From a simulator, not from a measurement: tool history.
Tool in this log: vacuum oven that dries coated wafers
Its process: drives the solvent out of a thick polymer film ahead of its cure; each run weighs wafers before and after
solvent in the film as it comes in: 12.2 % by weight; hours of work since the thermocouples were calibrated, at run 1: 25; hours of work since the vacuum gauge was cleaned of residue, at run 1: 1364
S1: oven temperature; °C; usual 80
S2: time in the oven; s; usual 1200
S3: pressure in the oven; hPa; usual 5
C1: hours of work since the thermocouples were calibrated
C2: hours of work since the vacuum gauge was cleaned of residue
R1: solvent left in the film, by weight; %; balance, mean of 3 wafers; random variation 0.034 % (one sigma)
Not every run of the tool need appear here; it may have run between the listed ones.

run	day	S1	S2	S3	C1	C2	R1
1	0	80	1200	5	25	1364	1.96
2	2.108	80	1200	5	63	1402	1.99
3	4.092	80	1200	5	99	1438	1.98
4	6.042	80	1200	5	134	1473	1.99
5	7.446	80	1200	5	160	1499	1.97
6	9.604	80	1200	5	199	1538	2.07
# day 9.804: vacuum gauge cleaned of residue and calibrated
7	12.392	80	1200	4.17	248	47	2.17
8	13.771	93	1200	3.16	273	72	0.72
9	16.383	65	1620	7.54	321	119	4.2
10	18.283	67	1320	7.24	355	154	4.47
# day 19.258: vacuum gauge cleaned of residue and calibrated, once more
11	20.175	67	1320	7.24	388	17	3.94
12	21.438	67	1320	3.03	411	39	3.46
13	23.975	74	1080	3.42	457	86	3.08
14	25.929	81	900	7.77	493	121	2.79

Each row is a separate what-if for the run after 14, all from the same tool condition, not one after another. Results?
A	27.275	80	1860	5	517	145	?
B	27.275	77	1320	11.94	517	145	?
C	27.275	81	900	7.24	517	145	?

run	R1
A	0.87
B	2.5
C	2.69
The same runs, with their run-to-run variation unchanged, on a tool lacking any hidden condition would have given:
run	R1
A	0.8
B	2.39
C	2.58
